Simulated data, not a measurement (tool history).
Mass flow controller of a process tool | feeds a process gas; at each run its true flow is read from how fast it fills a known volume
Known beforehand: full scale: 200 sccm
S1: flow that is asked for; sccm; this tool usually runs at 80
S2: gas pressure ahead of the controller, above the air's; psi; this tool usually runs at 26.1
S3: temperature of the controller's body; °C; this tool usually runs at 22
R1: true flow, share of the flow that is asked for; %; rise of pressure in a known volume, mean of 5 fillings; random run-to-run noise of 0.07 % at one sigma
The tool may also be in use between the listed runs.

run 1 hour=0.0 | S1=80 S2=26.1 S3=22 | R1=99.08
run 2 hour=126.6 | S1=80 S2=26.1 S3=22 | R1=99.10
run 3 hour=298.6 | S1=80 S2=26.1 S3=22 | R1=99.13
run 4 hour=419.3 | S1=21 S2=26.1 S3=22 | R1=98.64
run 5 hour=562.0 | S1=21 S2=26.1 S3=22 | R1=98.52
run 6 hour=662.1 | S1=21 S2=26.1 S3=22 | R1=98.63
run 7 hour=830.9 | S1=21 S2=26.1 S3=22 | R1=98.59
run 8 hour=1019.5 | S1=21 S2=26.1 S3=22 | R1=98.59
run 9 hour=1178.2 | S1=21 S2=26.1 S3=22 | R1=98.72
run 10 hour=1350.0 | S1=27 S2=26.1 S3=22 | R1=98.87
run 11 hour=1575.9 | S1=80 S2=26.1 S3=22 | R1=99.39
run 12 hour=1712.7 | S1=80 S2=26.1 S3=22 | R1=99.40
run 13 hour=1939.1 | S1=47 S2=26.1 S3=22 | R1=99.15
run 14 hour=2100.9 | S1=47 S2=26.1 S3=22 | R1=99.21
run 15 hour=2272.7 | S1=47 S2=26.1 S3=22 | R1=99.28
run 16 hour=2465.9 | S1=47 S2=37.9 S3=22 | R1=98.86
run 17 hour=2639.9 | S1=52 S2=24.2 S3=22 | R1=99.44
run 18 hour=2747.4 | S1=52 S2=31.5 S3=39 | R1=97.26
run 19 hour=2908.8 | S1=52 S2=32.2 S3=26 | R1=98.88
run 20 hour=3042.7 | S1=161 S2=29.2 S3=22 | R1=100.61
run 21 hour=3223.9 | S1=161 S2=29.2 S3=22 | R1=100.55
-- hour=3245.1 controller's zero set anew
run 22 hour=3408.9 | S1=120 S2=38.1 S3=22 | R1=99.72
run 23 hour=3541.8 | S1=120 S2=22.0 S3=23 | R1=100.38

Alternative continuations, all from the tool just after run 23; predict every row:
run A hour=3755.8 | S1=106 S2=35.0 S3=34 | R1=?
run B hour=3755.8 | S1=27 S2=23.2 S3=40 | R1=?
run C hour=3755.8 | S1=53 S2=32.5 S3=31 | R1=?
run D hour=3755.8 | S1=80 S2=26.1 S3=26 | R1=?

run=A R1=98.66
run=B R1=97.41
run=C R1=98.27
run=D R1=99.40
Without the tool's hidden state the same runs would have given:
run=A R1=97.82
run=B R1=96.58
run=C R1=97.43
run=D R1=98.56

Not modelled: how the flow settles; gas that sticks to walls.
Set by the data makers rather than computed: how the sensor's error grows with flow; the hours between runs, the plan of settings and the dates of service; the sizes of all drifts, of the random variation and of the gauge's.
